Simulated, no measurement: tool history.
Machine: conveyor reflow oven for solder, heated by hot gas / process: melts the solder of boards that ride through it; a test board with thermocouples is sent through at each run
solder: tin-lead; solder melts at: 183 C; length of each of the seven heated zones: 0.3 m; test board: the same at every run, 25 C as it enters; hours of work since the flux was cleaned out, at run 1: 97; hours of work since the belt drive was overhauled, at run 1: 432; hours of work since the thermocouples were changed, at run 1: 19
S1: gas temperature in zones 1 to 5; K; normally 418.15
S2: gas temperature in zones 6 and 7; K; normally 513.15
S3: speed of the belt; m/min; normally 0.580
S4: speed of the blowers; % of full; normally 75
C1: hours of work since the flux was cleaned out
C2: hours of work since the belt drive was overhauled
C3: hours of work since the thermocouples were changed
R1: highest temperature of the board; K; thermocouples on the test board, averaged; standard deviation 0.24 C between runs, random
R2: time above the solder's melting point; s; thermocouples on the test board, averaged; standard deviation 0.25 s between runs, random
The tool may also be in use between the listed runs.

| run | day | S1 | S2 | S3 | S4 | C1 | C2 | C3 | R1 | R2 |
|---|---|---|---|---|---|---|---|---|---|---|
| 1 | 0.000 | 418.15 | 513.15 | 0.580 | 75 | 97 | 432 | 19 | 497.35 | 52.9 |
| 2 | 1.333 | 418.15 | 513.15 | 0.580 | 75 | 116 | 451 | 38 | 497.55 | 52.2 |
| 3 | 2.946 | 418.15 | 513.15 | 0.580 | 75 | 139 | 474 | 61 | 497.75 | 52.8 |
| 4 | 3.821 | 418.15 | 513.15 | 0.580 | 75 | 152 | 486 | 74 | 497.65 | 53.1 |
| 5 | 5.579 | 418.15 | 513.15 | 0.580 | 56 | 177 | 511 | 99 | 492.65 | 50.1 |
| 6 | 7.375 | 418.15 | 513.15 | 0.580 | 56 | 202 | 537 | 124 | 493.05 | 49.2 |
| 7 | 8.508 | 418.15 | 513.15 | 0.580 | 56 | 218 | 553 | 140 | 492.65 | 49.3 |
| 8 | 10.300 | 418.15 | 513.15 | 0.580 | 75 | 244 | 578 | 166 | 497.45 | 53.3 |
| 9 | 11.662 | 418.15 | 513.15 | 0.580 | 75 | 263 | 598 | 185 | 497.75 | 53.6 |
| 10 | 12.683 | 418.15 | 513.15 | 0.580 | 75 | 278 | 612 | 200 | 497.85 | 53.0 |
| 11 | 13.621 | 418.15 | 513.15 | 0.580 | 75 | 291 | 625 | 213 | 497.55 | 53.1 |
| 12 | 15.125 | 418.15 | 513.15 | 0.580 | 56 | 312 | 647 | 234 | 492.85 | 49.9 |
| 13 | 16.483 | 418.15 | 513.15 | 0.682 | 56 | 332 | 666 | 254 | 485.85 | 37.3 |
| 14 | 18.296 | 418.15 | 513.15 | 0.682 | 56 | 357 | 692 | 279 | 485.55 | 37.0 |
| 15 | 19.283 | 418.15 | 513.15 | 0.682 | 56 | 371 | 706 | 294 | 485.65 | 37.5 |
| 16 | 20.350 | 418.15 | 513.15 | 0.580 | 75 | 386 | 721 | 309 | 497.75 | 52.8 |
| 17 | 21.304 | 404.15 | 513.15 | 0.580 | 61 | 400 | 734 | 322 | 491.05 | 44.9 |
| 18 | 23.325 | 410.15 | 513.15 | 0.580 | 75 | 429 | 763 | 351 | 495.75 | 50.2 |
| 19 | 25.108 | 410.15 | 505.15 | 0.580 | 75 | 454 | 789 | 376 | 489.45 | 46.5 |
|  | 26.925 | flux residue cleaned out of gas plates and filters |
| 20 | 26.925 | 410.15 | 505.15 | 0.580 | 75 | 0 | 811 | 399 | 491.85 | 47.3 |
| 21 | 28.638 | 416.15 | 521.15 | 0.621 | 69 | 24 | 836 | 423 | 501.85 | 51.2 |
| 22 | 30.592 | 414.15 | 521.15 | 0.621 | 69 | 52 | 863 | 451 | 501.95 | 50.4 |
| 23 | 32.379 | 414.15 | 522.15 | 0.514 | 85 | 77 | 889 | 477 | 512.95 | 66.2 |
| 24 | 34.117 | 414.15 | 522.15 | 0.514 | 85 | 102 | 914 | 501 | 512.25 | 66.4 |
| 25 | 35.738 | 414.15 | 522.15 | 0.514 | 85 | 125 | 937 | 524 | 512.55 | 67.0 |

Run 26 has not been measured yet. What should we expect?
| 26 | 36.700 | 414.15 | 522.15 | 0.591 | 72 | 139 | 950 | 538 | ? | ? |

{"run 26": {"R1": 505.55, "R2": 54.6}}
Minus the tool's unlogged condition, the same run would have read R1 503.65 K, R2 52.7 s.
